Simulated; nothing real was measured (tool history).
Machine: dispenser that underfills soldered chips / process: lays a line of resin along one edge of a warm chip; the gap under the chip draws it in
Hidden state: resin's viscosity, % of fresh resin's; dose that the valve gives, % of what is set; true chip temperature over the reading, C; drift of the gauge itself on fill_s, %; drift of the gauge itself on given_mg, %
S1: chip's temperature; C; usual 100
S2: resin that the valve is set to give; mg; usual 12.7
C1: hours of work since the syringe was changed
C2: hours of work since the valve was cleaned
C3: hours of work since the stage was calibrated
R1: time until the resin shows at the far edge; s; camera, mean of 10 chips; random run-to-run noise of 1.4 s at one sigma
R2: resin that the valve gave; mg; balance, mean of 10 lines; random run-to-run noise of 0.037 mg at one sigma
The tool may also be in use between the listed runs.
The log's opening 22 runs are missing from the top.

run,hour,S1,S2,C1,C2,C3,R1,R2
23,111.9,109,12.7,12,53,256,230.6,12.13
# hour 112.8: new syringe of resin
24,120.1,112,12.9,5,59,261,138.6,12.36
25,127.3,103,15.4,10,64,266,237.7,14.62
# hour 130.5: new syringe of resin
26,133.1,100,13.7,2,68,270,142.9,12.93
27,136.8,86,16.2,4,70,273,246.5,15.23
# hour 141.2: dispensing valve cleaned and set on the balance
28,143.9,86,16.2,9,2,277,323.8,16.25
# hour 149.1: new syringe of resin
29,150.8,86,12.6,1,7,282,207,12.58
30,157.1,86,12.6,6,11,286,270.3,12.52
31,163,107,11.4,10,15,290,209.2,11.32
# hour 166.6: new syringe of resin
32,168.6,89,12.7,1,19,294,193.5,12.51
33,175.3,89,12.7,6,24,299,267.5,12.48
34,183.3,97,14,12,29,304,304.2,13.73
# hour 184.3: new syringe of resin
35,191.4,110,14.8,5,35,310,137.4,14.46

Forecast each of these 4 alternatives for the next run:
# hour 197.5: stage's temperature calibrated
A,199.7,100,13.8,10,40,2,?,?
# hour 197.5: stage's temperature calibrated
B,199.7,89,13.3,10,40,2,?,?
# hour 197.5: stage's temperature calibrated
C,199.7,94,15.9,10,40,2,?,?
# hour 197.5: stage's temperature calibrated
D,199.7,103,14.8,10,40,2,?,?

run,R1,R2
A,262.3,13.4
B,356.7,12.89
C,305,15.46
D,240.3,14.31
With the hidden condition removed and each run's random variation left untouched, the same runs would have given:
run,R1,R2
A,136,13.82
B,184.6,13.3
C,158.5,15.95
D,124.6,14.76

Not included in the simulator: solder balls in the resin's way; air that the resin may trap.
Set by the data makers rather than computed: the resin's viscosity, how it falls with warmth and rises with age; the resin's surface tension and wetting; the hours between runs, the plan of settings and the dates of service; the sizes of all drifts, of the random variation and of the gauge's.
